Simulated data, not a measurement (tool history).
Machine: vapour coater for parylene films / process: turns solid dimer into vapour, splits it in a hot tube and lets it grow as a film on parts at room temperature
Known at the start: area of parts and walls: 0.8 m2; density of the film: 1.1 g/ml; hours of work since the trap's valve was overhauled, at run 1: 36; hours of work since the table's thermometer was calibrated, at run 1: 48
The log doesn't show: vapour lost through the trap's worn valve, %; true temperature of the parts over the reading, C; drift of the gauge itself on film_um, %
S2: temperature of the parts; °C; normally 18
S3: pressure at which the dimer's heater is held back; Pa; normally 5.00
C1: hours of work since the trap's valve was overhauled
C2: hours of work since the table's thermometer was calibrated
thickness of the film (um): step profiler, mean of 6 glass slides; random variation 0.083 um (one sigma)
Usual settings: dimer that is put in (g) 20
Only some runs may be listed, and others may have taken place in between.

run 1 hour=0.0 | dimer_that_is_put_in_(g)=20 S2=18 S3=5.00 | C1=36 C2=48 | thickness_of_the_film_(um)=13.18
run 2 hour=12.2 | dimer_that_is_put_in_(g)=20 S2=18 S3=5.00 | C1=44 C2=56 | thickness_of_the_film_(um)=13.10
run 3 hour=21.7 | dimer_that_is_put_in_(g)=20 S2=18 S3=5.00 | C1=50 C2=62 | thickness_of_the_film_(um)=13.14
run 4 hour=28.1 | dimer_that_is_put_in_(g)=20 S2=18 S3=5.00 | C1=54 C2=66 | thickness_of_the_film_(um)=13.04
run 5 hour=38.6 | dimer_that_is_put_in_(g)=20 S2=18 S3=5.00 | C1=61 C2=73 | thickness_of_the_film_(um)=13.19
run 6 hour=48.7 | dimer_that_is_put_in_(g)=20 S2=18 S3=5.00 | C1=67 C2=79 | thickness_of_the_film_(um)=13.18
run 7 hour=60.3 | dimer_that_is_put_in_(g)=20 S2=18 S3=5.00 | C1=75 C2=87 | thickness_of_the_film_(um)=13.18
run 8 hour=68.3 | dimer_that_is_put_in_(g)=20 S2=18 S3=5.00 | C1=80 C2=92 | thickness_of_the_film_(um)=13.18
run 9 hour=78.4 | dimer_that_is_put_in_(g)=20 S2=18 S3=5.00 | C1=86 C2=98 | thickness_of_the_film_(um)=13.04
run 10 hour=86.8 | dimer_that_is_put_in_(g)=20 S2=18 S3=5.00 | C1=92 C2=104 | thickness_of_the_film_(um)=13.16
run 11 hour=99.0 | dimer_that_is_put_in_(g)=20 S2=18 S3=5.00 | C1=100 C2=111 | thickness_of_the_film_(um)=13.14
run 12 hour=113.7 | dimer_that_is_put_in_(g)=20 S2=18 S3=5.00 | C1=109 C2=121 | thickness_of_the_film_(um)=13.22
run 13 hour=125.5 | dimer_that_is_put_in_(g)=20 S2=11 S3=5.00 | C1=117 C2=128 | thickness_of_the_film_(um)=15.80
run 14 hour=139.0 | dimer_that_is_put_in_(g)=20 S2=11 S3=5.00 | C1=125 C2=137 | thickness_of_the_film_(um)=15.68
run 15 hour=149.7 | dimer_that_is_put_in_(g)=11 S2=18 S3=5.00 | C1=132 C2=144 | thickness_of_the_film_(um)=7.29
run 16 hour=160.6 | dimer_that_is_put_in_(g)=20 S2=24 S3=5.00 | C1=139 C2=151 | thickness_of_the_film_(um)=11.34
run 17 hour=175.2 | dimer_that_is_put_in_(g)=20 S2=24 S3=5.00 | C1=148 C2=160 | thickness_of_the_film_(um)=11.23
run 18 hour=186.1 | dimer_that_is_put_in_(g)=20 S2=24 S3=5.00 | C1=155 C2=167 | thickness_of_the_film_(um)=11.30
run 19 hour=201.3 | dimer_that_is_put_in_(g)=8 S2=24 S3=5.00 | C1=165 C2=177 | thickness_of_the_film_(um)=4.44
run 20 hour=213.0 | dimer_that_is_put_in_(g)=8 S2=24 S3=5.00 | C1=172 C2=184 | thickness_of_the_film_(um)=4.51
run 21 hour=221.3 | dimer_that_is_put_in_(g)=8 S2=24 S3=5.00 | C1=178 C2=190 | thickness_of_the_film_(um)=4.49
run 22 hour=231.4 | dimer_that_is_put_in_(g)=8 S2=24 S3=5.00 | C1=184 C2=196 | thickness_of_the_film_(um)=4.50
run 23 hour=240.2 | dimer_that_is_put_in_(g)=8 S2=24 S3=5.00 | C1=190 C2=202 | thickness_of_the_film_(um)=4.50
run 24 hour=246.7 | dimer_that_is_put_in_(g)=8 S2=24 S3=5.00 | C1=194 C2=206 | thickness_of_the_film_(um)=4.46
run 25 hour=257.2 | dimer_that_is_put_in_(g)=20 S2=29 S3=7.04 | C1=201 C2=213 | thickness_of_the_film_(um)=9.46
run 26 hour=267.0 | dimer_that_is_put_in_(g)=20 S2=29 S3=7.04 | C1=207 C2=219 | thickness_of_the_film_(um)=9.59
run 27 hour=279.3 | dimer_that_is_put_in_(g)=13 S2=29 S3=8.44 | C1=215 C2=227 | thickness_of_the_film_(um)=6.06
run 28 hour=293.3 | dimer_that_is_put_in_(g)=13 S2=29 S3=8.44 | C1=224 C2=236 | thickness_of_the_film_(um)=6.08
run 29 hour=308.1 | dimer_that_is_put_in_(g)=23 S2=10 S3=3.38 | C1=233 C2=245 | thickness_of_the_film_(um)=19.35
run 30 hour=314.9 | dimer_that_is_put_in_(g)=18 S2=27 S3=7.91 | C1=238 C2=249 | thickness_of_the_film_(um)=8.95
run 31 hour=329.5 | dimer_that_is_put_in_(g)=18 S2=27 S3=7.91 | C1=247 C2=259 | thickness_of_the_film_(um)=8.95
run 32 hour=336.1 | dimer_that_is_put_in_(g)=14 S2=17 S3=9.77 | C1=251 C2=263 | thickness_of_the_film_(um)=8.73
run 33 hour=347.2 | dimer_that_is_put_in_(g)=15 S2=17 S3=5.00 | C1=258 C2=270 | thickness_of_the_film_(um)=10.15

Expected results for the next run?
run 34 hour=361.8 | dimer_that_is_put_in_(g)=20 S2=26 S3=10.98 | C1=268 C2=279 | thickness_of_the_film_(um)=?

thickness of the film (um): 9.80
Minus the tool's unlogged condition, the same run would have read thickness of the film (um) 9.83.

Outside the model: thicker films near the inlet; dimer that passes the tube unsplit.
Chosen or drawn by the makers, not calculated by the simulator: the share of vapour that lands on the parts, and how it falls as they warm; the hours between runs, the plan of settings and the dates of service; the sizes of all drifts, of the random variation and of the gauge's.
